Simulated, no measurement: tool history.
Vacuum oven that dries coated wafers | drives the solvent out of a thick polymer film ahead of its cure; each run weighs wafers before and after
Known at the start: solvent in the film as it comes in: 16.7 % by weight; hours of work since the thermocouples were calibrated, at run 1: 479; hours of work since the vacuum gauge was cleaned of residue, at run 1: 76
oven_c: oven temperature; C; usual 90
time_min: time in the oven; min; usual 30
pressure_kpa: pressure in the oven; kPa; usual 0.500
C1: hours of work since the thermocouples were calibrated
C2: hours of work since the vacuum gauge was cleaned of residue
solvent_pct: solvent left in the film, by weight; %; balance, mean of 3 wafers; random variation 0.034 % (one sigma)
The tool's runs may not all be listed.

run 1 hour=0.0 | oven_c=90 time_min=30 pressure_kpa=0.500 | C1=479 C2=76 | solvent_pct=2.30
run 2 hour=19.6 | oven_c=90 time_min=30 pressure_kpa=0.500 | C1=491 C2=87 | solvent_pct=2.33
run 3 hour=40.4 | oven_c=90 time_min=30 pressure_kpa=0.500 | C1=503 C2=99 | solvent_pct=2.34
run 4 hour=55.0 | oven_c=90 time_min=30 pressure_kpa=0.500 | C1=511 C2=107 | solvent_pct=2.33
run 5 hour=64.7 | oven_c=90 time_min=30 pressure_kpa=0.500 | C1=517 C2=113 | solvent_pct=2.38
run 6 hour=81.8 | oven_c=90 time_min=30 pressure_kpa=0.500 | C1=527 C2=123 | solvent_pct=2.40
run 7 hour=94.2 | oven_c=90 time_min=30 pressure_kpa=0.500 | C1=534 C2=130 | solvent_pct=2.41
run 8 hour=116.9 | oven_c=90 time_min=16 pressure_kpa=0.500 | C1=547 C2=143 | solvent_pct=5.26
run 9 hour=139.2 | oven_c=90 time_min=30 pressure_kpa=0.500 | C1=560 C2=156 | solvent_pct=2.35
run 10 hour=160.1 | oven_c=90 time_min=30 pressure_kpa=0.500 | C1=572 C2=168 | solvent_pct=2.36
run 11 hour=170.0 | oven_c=90 time_min=30 pressure_kpa=0.500 | C1=578 C2=174 | solvent_pct=2.38
run 12 hour=187.9 | oven_c=90 time_min=30 pressure_kpa=0.394 | C1=588 C2=184 | solvent_pct=2.35
run 13 hour=198.6 | oven_c=90 time_min=30 pressure_kpa=0.394 | C1=594 C2=190 | solvent_pct=2.37
run 14 hour=217.9 | oven_c=90 time_min=30 pressure_kpa=0.394 | C1=605 C2=201 | solvent_pct=2.29
run 15 hour=234.3 | oven_c=90 time_min=30 pressure_kpa=0.394 | C1=615 C2=211 | solvent_pct=2.41
run 16 hour=248.5 | oven_c=90 time_min=30 pressure_kpa=0.394 | C1=623 C2=219 | solvent_pct=2.28
run 17 hour=268.0 | oven_c=90 time_min=30 pressure_kpa=0.394 | C1=634 C2=230 | solvent_pct=2.38
run 18 hour=282.3 | oven_c=90 time_min=30 pressure_kpa=0.500 | C1=642 C2=239 | solvent_pct=2.35
run 19 hour=291.4 | oven_c=90 time_min=30 pressure_kpa=0.500 | C1=648 C2=244 | solvent_pct=2.43
run 20 hour=308.3 | oven_c=90 time_min=30 pressure_kpa=0.462 | C1=657 C2=254 | solvent_pct=2.38
-- hour=311.7 vacuum gauge cleaned of residue and calibrated
run 21 hour=321.6 | oven_c=86 time_min=50 pressure_kpa=1.056 | C1=664 C2=6 | solvent_pct=1.79
run 22 hour=344.2 | oven_c=92 time_min=51 pressure_kpa=0.288 | C1=677 C2=19 | solvent_pct=0.54
run 23 hour=353.8 | oven_c=92 time_min=51 pressure_kpa=0.288 | C1=683 C2=24 | solvent_pct=0.50
-- hour=361.8 vacuum gauge cleaned of residue and calibrated, once more
run 24 hour=377.6 | oven_c=92 time_min=51 pressure_kpa=0.288 | C1=696 C2=9 | solvent_pct=0.44
run 25 hour=397.9 | oven_c=92 time_min=51 pressure_kpa=0.288 | C1=707 C2=21 | solvent_pct=0.46
run 26 hour=413.9 | oven_c=90 time_min=40 pressure_kpa=0.500 | C1=717 C2=30 | solvent_pct=1.41
run 27 hour=436.1 | oven_c=90 time_min=30 pressure_kpa=1.109 | C1=730 C2=43 | solvent_pct=2.54
run 28 hour=452.9 | oven_c=103 time_min=16 pressure_kpa=0.796 | C1=739 C2=53 | solvent_pct=1.50
-- hour=470.3 oven's thermocouples calibrated
run 29 hour=470.3 | oven_c=102 time_min=49 pressure_kpa=0.431 | C1=0 C2=62 | solvent_pct=0.09
run 30 hour=487.9 | oven_c=102 time_min=49 pressure_kpa=0.431 | C1=10 C2=72 | solvent_pct=0.09
run 31 hour=507.0 | oven_c=102 time_min=49 pressure_kpa=0.431 | C1=21 C2=83 | solvent_pct=0.08
run 32 hour=519.0 | oven_c=88 time_min=25 pressure_kpa=0.751 | C1=28 C2=90 | solvent_pct=3.53
run 33 hour=540.9 | oven_c=88 time_min=17 pressure_kpa=1.662 | C1=41 C2=102 | solvent_pct=5.48
run 34 hour=556.9 | oven_c=88 time_min=17 pressure_kpa=1.662 | C1=50 C2=111 | solvent_pct=5.60
run 35 hour=578.4 | oven_c=88 time_min=48 pressure_kpa=1.662 | C1=62 C2=124 | solvent_pct=1.41
run 36 hour=593.7 | oven_c=79 time_min=26 pressure_kpa=0.526 | C1=71 C2=133 | solvent_pct=6.58
run 37 hour=611.4 | oven_c=79 time_min=26 pressure_kpa=0.526 | C1=81 C2=143 | solvent_pct=6.53
run 38 hour=633.8 | oven_c=77 time_min=24 pressure_kpa=0.500 | C1=94 C2=156 | solvent_pct=7.62
run 39 hour=656.3 | oven_c=102 time_min=51 pressure_kpa=0.584 | C1=107 C2=169 | solvent_pct=0.10
run 40 hour=675.6 | oven_c=90 time_min=37 pressure_kpa=0.584 | C1=119 C2=180 | solvent_pct=1.33

How the hidden state differs across the entries between the runs, from the last listed run before each to the first after it:
Between runs 20 and 21: vacuum gauge cleaned of residue and calibrated (hour 311.7)
  true wafer temperature over the reading, C: -1.18 -> -1.19; true pressure over the reading, kPa: 0.1 -> 0.12
  measured less the result without the state, solvent_pct: +0.36 -> +0.31 %
Between runs 23 and 24: vacuum gauge cleaned of residue and calibrated, once more (hour 361.8)
  true wafer temperature over the reading, C: -1.21 -> -1.22; true pressure over the reading, kPa: 0.126 -> -0.014
  measured less the result without the state, solvent_pct: +0.15 -> +0.11 %
Between runs 28 and 29: oven's thermocouples calibrated (hour 470.3)
  true wafer temperature over the reading, C: -1.27 -> 0.11; true pressure over the reading, kPa: 0.002 -> 0.006
  measured less the result without the state, solvent_pct: +0.25 -> +0.00 %
